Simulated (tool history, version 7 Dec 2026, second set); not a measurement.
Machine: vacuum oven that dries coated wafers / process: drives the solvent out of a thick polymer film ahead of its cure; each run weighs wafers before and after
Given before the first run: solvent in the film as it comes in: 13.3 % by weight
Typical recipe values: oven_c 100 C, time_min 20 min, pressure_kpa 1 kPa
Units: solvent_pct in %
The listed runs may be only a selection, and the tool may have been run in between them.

Run 1, hour 0: usual settings. Result: solvent_pct 2.89 %.
Run 2, hour 5.2: usual settings. Result: solvent_pct 2.87 %.
Run 3, hour 13.3: usual settings. Result: solvent_pct 2.82 %.
Run 4, hour 21.5: usual settings. Result: solvent_pct 2.86 %.
Run 5, hour 26.6: usual settings. Result: solvent_pct 2.88 %.
Run 6, hour 38.5: usual settings. Result: solvent_pct 2.87 %.
Run 7, hour 48.1: usual settings. Result: solvent_pct 2.87 %.
Run 8, hour 53.8: usual settings. Result: solvent_pct 2.92 %.
Run 9, hour 61.7: usual settings but oven_c 106 C. Result: solvent_pct 1.54 %.
Run 10, hour 69.5: usual settings but oven_c 106 C. Result: solvent_pct 1.56 %.
Run 11, hour 80.9: usual settings but oven_c 106 C. Result: solvent_pct 1.53 %.
Run 12, hour 89.2: usual settings but oven_c 106 C. Result: solvent_pct 1.52 %.
Run 13, hour 98.1: usual settings but oven_c 106 C. Result: solvent_pct 1.48 %.
At hour 100.6: vacuum gauge cleaned of residue and calibrated.
Run 14, hour 109.4: usual settings but oven_c 106 C. Result: solvent_pct 1.53 %.
Run 15, hour 118.3: usual settings but oven_c 106 C, time_min 21 min. Result: solvent_pct 1.43 %.
Run 16, hour 127.1: usual settings but oven_c 106 C, time_min 21 min. Result: solvent_pct 1.39 %.
Run 17, hour 136.2: usual settings but oven_c 106 C, time_min 21 min. Result: solvent_pct 1.45 %.
Run 18, hour 146.4: usual settings but time_min 22 min. Result: solvent_pct 2.57 %.
Run 19, hour 157.5: usual settings but time_min 22 min. Result: solvent_pct 2.58 %.
At hour 164.8: vacuum gauge cleaned of residue and calibrated, once more.
Run 20, hour 167: usual settings. Result: solvent_pct 2.88 %.
Run 21, hour 176: usual settings but time_min 10 min, pressure_kpa 0.91 kPa. Result: solvent_pct 5.43 %.
Run 22, hour 183.9: usual settings but pressure_kpa 0.78 kPa. Result: solvent_pct 2.77 %.
Run 23, hour 191: usual settings but oven_c 91 C, time_min 21 min, pressure_kpa 0.65 kPa. Result: solvent_pct 5 %.
Run 24, hour 200.5: usual settings but oven_c 91 C, time_min 21 min, pressure_kpa 1.29 kPa. Result: solvent_pct 5.23 %.
Run 25, hour 207.6: usual settings but oven_c 108 C, time_min 15 min, pressure_kpa 1.05 kPa. Result: solvent_pct 1.92 %.
Run 26, hour 215.9: usual settings but oven_c 115 C, time_min 14 min, pressure_kpa 0.9 kPa. Result: solvent_pct 0.9 %.
Run 27, hour 228.3: usual settings but oven_c 92 C, time_min 16 min, pressure_kpa 0.86 kPa. Result: solvent_pct 5.88 %.
Run 28, hour 235.1: usual settings but time_min 16 min, pressure_kpa 1.03 kPa. Result: solvent_pct 3.69 %.
Run 29, hour 241.8: usual settings but time_min 15 min, pressure_kpa 0.93 kPa. Result: solvent_pct 3.9 %.
Run 30, hour 248.8: usual settings but time_min 11 min, pressure_kpa 3.42 kPa. Result: solvent_pct 5.74 %.
Run 31, hour 257.4: usual settings but oven_c 111 C, time_min 11 min, pressure_kpa 3.42 kPa. Result: solvent_pct 2.8 %.
Run 32, hour 265.1: usual settings but oven_c 111 C, time_min 11 min, pressure_kpa 3.42 kPa. Result: solvent_pct 2.83 %.
Run 33, hour 276.4: usual settings but oven_c 111 C, time_min 11 min, pressure_kpa 3.42 kPa. Result: solvent_pct 2.82 %.
Run 34, hour 287.2: usual settings but time_min 14 min, pressure_kpa 1.45 kPa. Result: solvent_pct 4.32 %.
Run 35, hour 294.9: usual settings but time_min 27 min. Result: solvent_pct 1.87 %.
Run 36, hour 300.6: usual settings but oven_c 87 C, time_min 17 min, pressure_kpa 3.28 kPa. Result: solvent_pct 7.77 %.
Run 37, hour 306: usual settings but oven_c 113 C, time_min 16 min, pressure_kpa 3.28 kPa. Result: solvent_pct 1.45 %.
Run 38, hour 317: usual settings but pressure_kpa 1.13 kPa. Result: solvent_pct 2.93 %.
Run 39, hour 327.8: usual settings but oven_c 89 C, time_min 15 min, pressure_kpa 3.85 kPa. Result: solvent_pct 7.75 %.
Run 40, hour 337.9: usual settings but pressure_kpa 2.8 kPa. Result: solvent_pct 3.41 %.

Hidden state or all else? Some run-to-run changes of solvent_pct, split into what the settings, what came in and random variation would give without the hidden state, and what is left for the hidden state (with any gauge scatter that isn't in both results):
Hidden state present: true wafer temperature over the reading, C; true pressure over the reading, kPa; drift of the gauge itself on solvent_pct, %.
Run 26 -> 27: oven_c 115 -> 92, time_min 14 -> 16, pressure_kpa 0.9 -> 0.86. solvent_pct +4.98 %: hidden state +0.09, all else +4.89.
Run 35 -> 36: oven_c 100 -> 87, time_min 27 -> 17, pressure_kpa 1 -> 3.28. solvent_pct +5.9 %: hidden state +0.03, all else +5.87.
Run 36 -> 37: oven_c 87 -> 113, time_min 17 -> 16. solvent_pct -6.32 %: hidden state -0.08, all else -6.24.
Run 37 -> 38: oven_c 113 -> 100, time_min 16 -> 20, pressure_kpa 3.28 -> 1.13. solvent_pct +1.48 %: hidden state +0.08, all else +1.4.
